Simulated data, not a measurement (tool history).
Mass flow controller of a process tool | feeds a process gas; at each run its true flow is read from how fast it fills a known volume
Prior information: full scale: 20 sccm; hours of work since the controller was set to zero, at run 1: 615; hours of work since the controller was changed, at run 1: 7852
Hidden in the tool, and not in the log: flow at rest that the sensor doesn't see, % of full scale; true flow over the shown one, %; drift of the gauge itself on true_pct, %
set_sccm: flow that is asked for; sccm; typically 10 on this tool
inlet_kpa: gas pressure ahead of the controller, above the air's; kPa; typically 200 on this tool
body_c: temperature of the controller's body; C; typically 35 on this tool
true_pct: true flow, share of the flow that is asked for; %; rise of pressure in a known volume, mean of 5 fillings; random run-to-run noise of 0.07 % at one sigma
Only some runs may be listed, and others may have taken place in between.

run,hour,set_sccm,inlet_kpa,body_c,hours of work since the controller was set to zero,hours of work since the controller was changed,true_pct
1,0,10,200,35,615,7852,97.01
2,204,10,200,35,772,8009,96.84
3,436.5,10,200,35,950,8187,96.98
4,671.9,10,200,35,1131,8368,96.76
5,869.9,10,200,35,1284,8521,96.78
6,1096,10,200,35,1458,8694,96.8
7,1384.4,10,200,35,1679,8916,96.7
8,1673.3,10,200,35,1901,9138,96.63
9,1942.3,11,200,35,2108,9345,96.72
10,2116.6,11,200,35,2242,9479,96.61
11,2332.6,11,200,35,2408,9645,96.62
12,2559.4,11,200,35,2583,9820,96.65
13,2729,10,200,35,2713,9950,96.57
14,2963.4,10,200,35,2893,10130,96.39
15,3174.3,2,200,35,3056,10292,93.83
16,3410.2,2,200,39,3237,10474,93.45
17,3566.3,10,200,34,3357,10594,96.37
18,3736.3,10,200,35,3488,10724,96.32
19,4011.2,5,252,35,3699,10936,94.95
20,4165.2,9,156,35,3817,11054,96.31
21,4307.8,9,150,35,3927,11164,96.19
22,4492.8,3,191,35,4069,11306,94.19
23,4685,4,264,33,4217,11454,94.58
24,4833.6,4,264,33,4331,11568,94.46
25,4997.9,7,140,22,4458,11694,97
26,5183.5,17,200,28,4600,11837,97.53
27,5443.5,17,200,28,4800,12037,97.49
28,5583.5,17,233,28,4908,12145,97.28
29,5788.9,17,233,28,5066,12303,97.23
30,6036.1,17,197,37,5256,12493,96.7
31,6274.7,17,197,37,5439,12676,96.65
32,6558.6,17,197,37,5658,12894,96.51
33,6723.4,17,197,37,5784,13021,96.53
34,6897.4,17,197,37,5918,13155,96.54
35,7042,10,161,35,6029,13266,95.92
36,7223.1,12,205,34,6169,13405,96.03

What would each run have given without the hidden state, its run-to-run variation left as it was?
run,true_pct
1,98.11
2,97.98
3,98.17
4,98
5,98.06
6,98.12
7,98.08
8,98.06
9,98.18
10,98.1
11,98.15
12,98.23
13,98.22
14,98.08
15,97.2
16,96.97
17,98.17
18,98.17
19,97.34
20,98.3
21,98.2
22,97.45
23,97.45
24,97.38
25,99.35
26,99.41
27,99.41
28,99.22
29,99.21
30,98.72
31,98.71
32,98.61
33,98.65
34,98.7
35,98.42
36,98.43

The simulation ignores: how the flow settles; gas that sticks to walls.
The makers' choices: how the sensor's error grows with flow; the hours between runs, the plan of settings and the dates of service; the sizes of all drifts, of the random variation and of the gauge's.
